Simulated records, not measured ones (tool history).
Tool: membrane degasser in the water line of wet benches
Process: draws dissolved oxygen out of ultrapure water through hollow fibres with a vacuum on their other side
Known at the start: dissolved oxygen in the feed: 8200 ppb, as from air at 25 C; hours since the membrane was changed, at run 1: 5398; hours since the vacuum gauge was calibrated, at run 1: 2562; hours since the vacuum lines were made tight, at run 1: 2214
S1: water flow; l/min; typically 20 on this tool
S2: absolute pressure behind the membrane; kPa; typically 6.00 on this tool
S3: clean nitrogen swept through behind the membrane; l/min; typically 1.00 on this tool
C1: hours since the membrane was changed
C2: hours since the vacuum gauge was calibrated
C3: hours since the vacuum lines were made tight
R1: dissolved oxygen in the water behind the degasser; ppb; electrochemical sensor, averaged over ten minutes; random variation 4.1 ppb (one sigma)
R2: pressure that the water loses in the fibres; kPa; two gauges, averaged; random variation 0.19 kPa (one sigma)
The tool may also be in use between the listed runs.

run	hour	S1	S2	S3	C1	C2	C3	R1	R2
1	0.0	20	6.00	1.00	5398	2562	2214	448.7	40.63
2	168.2	20	6.00	1.00	5566	2730	2383	458.4	40.58
3	284.7	20	6.00	1.00	5683	2846	2499	463.1	40.75
4	530.8	20	6.00	1.00	5929	3092	2745	462.0	40.77
5	652.8	20	6.00	1.00	6051	3214	2867	463.0	40.80
6	767.7	20	6.00	1.65	6166	3329	2982	409.0	40.88
7	958.7	20	6.00	1.00	6357	3520	3173	463.5	40.76
8	1100.9	20	6.00	1.00	6499	3663	3315	458.0	40.99
9	1233.5	26	13.40	1.00	6632	3795	3448	944.8	53.38
10	1345.6	14	6.49	1.38	6744	3907	3560	298.4	28.42
# hour 1369.2: vacuum gauge calibrated
11	1573.9	30	6.00	1.00	6972	205	3788	719.3	61.52
12	1677.7	30	6.00	1.00	7075	309	3892	708.6	61.48
13	1844.8	27	5.40	2.69	7243	476	4059	541.1	55.45
14	1977.6	12	5.25	1.00	7375	608	4191	245.2	24.52
# hour 2065.1: vacuum gauge calibrated, once more
15	2170.8	23	6.66	2.12	7568	106	4384	495.5	47.20
16	2377.6	23	13.93	1.49	7775	312	4591	745.3	47.39

Branching from run 16: 3 alternative next runs. What would each branch give?
A	2563.3	21	5.25	0.78	7960	498	4777	?	?
B	2563.3	17	13.00	1.87	7960	498	4777	?	?
C	2563.3	17	5.09	1.51	7960	498	4777	?	?

run	R1	R2
A	485.7	43.48
B	490.3	35.22
C	338.0	34.95
What these runs would have given with no unlogged condition in the tool:
run	R1	R2
A	422.4	41.01
B	435.4	33.22
C	284.6	32.94
